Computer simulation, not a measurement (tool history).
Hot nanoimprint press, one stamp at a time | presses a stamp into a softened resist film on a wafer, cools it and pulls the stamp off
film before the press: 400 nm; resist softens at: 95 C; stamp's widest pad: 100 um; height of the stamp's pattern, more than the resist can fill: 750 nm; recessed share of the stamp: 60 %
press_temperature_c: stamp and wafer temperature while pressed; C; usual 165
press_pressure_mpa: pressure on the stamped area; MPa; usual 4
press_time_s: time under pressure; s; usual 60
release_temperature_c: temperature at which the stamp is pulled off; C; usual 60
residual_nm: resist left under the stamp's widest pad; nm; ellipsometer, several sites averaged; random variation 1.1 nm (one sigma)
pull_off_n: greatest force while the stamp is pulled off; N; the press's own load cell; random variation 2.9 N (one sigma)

run    day  press_temperature_c  press_pressure_mpa  press_time_s  release_temperature_c  residual_nm  pull_off_n
  1      0                  165                   4            60                     60        166.8         158
  2  0.421                  165                2.96            60                     60        188.4         154
  3  0.862                  165                   4            60                     60        165.3         157
  4  1.129                  165                   4            60                     60        165.1         160
  5  1.558                  176                   4            60                     60         89.8         161
  6    1.8                  176                   4            60                     60         89.4         160
  7  2.096                  176                   4            60                     60         88.8         164
  8  2.579                  176                   4            60                     60         90.4         159
     2.746  -- plate thermocouple calibrated
  9  3.154                  176                   4            60                     60           91         161
     3.633  -- plate thermocouple calibrated, once more
 10  3.683                  176                   4            60                     60         84.2         157
 11  4.017                  165                   4            51                     60        169.3         153
 12  4.304                  165                   4            51                     60        166.8         162
 13  4.562                  165                   4            51                     60        167.8         160
 14  4.829                  175                2.54            86                     50         94.1         199
 15  5.242                  154                 2.5            40                     60          335         163
     5.646  -- stamp cleaned and given a new release coat
 16  5.792                  154                3.27            40                     61        317.6         136
 17  6.158                  165                   4            96                     60        128.2         131

3 ways to go on from here, each from the tool as it stands after run 17. What would each give?
  A  6.454                  165                   4            42                     60            ?           ?
  B  6.454                  170                   4            59                     60            ?           ?
  C  6.454                  165                3.52            60                     62            ?           ?

run  residual_nm  pull_off_n
  A        183.4         141
  B        119.8         142
  C        167.8         133
Without the tool's hidden state the same runs would have given:
run  residual_nm  pull_off_n
  A        180.5         139
  B        117.8         140
  C        165.1         131
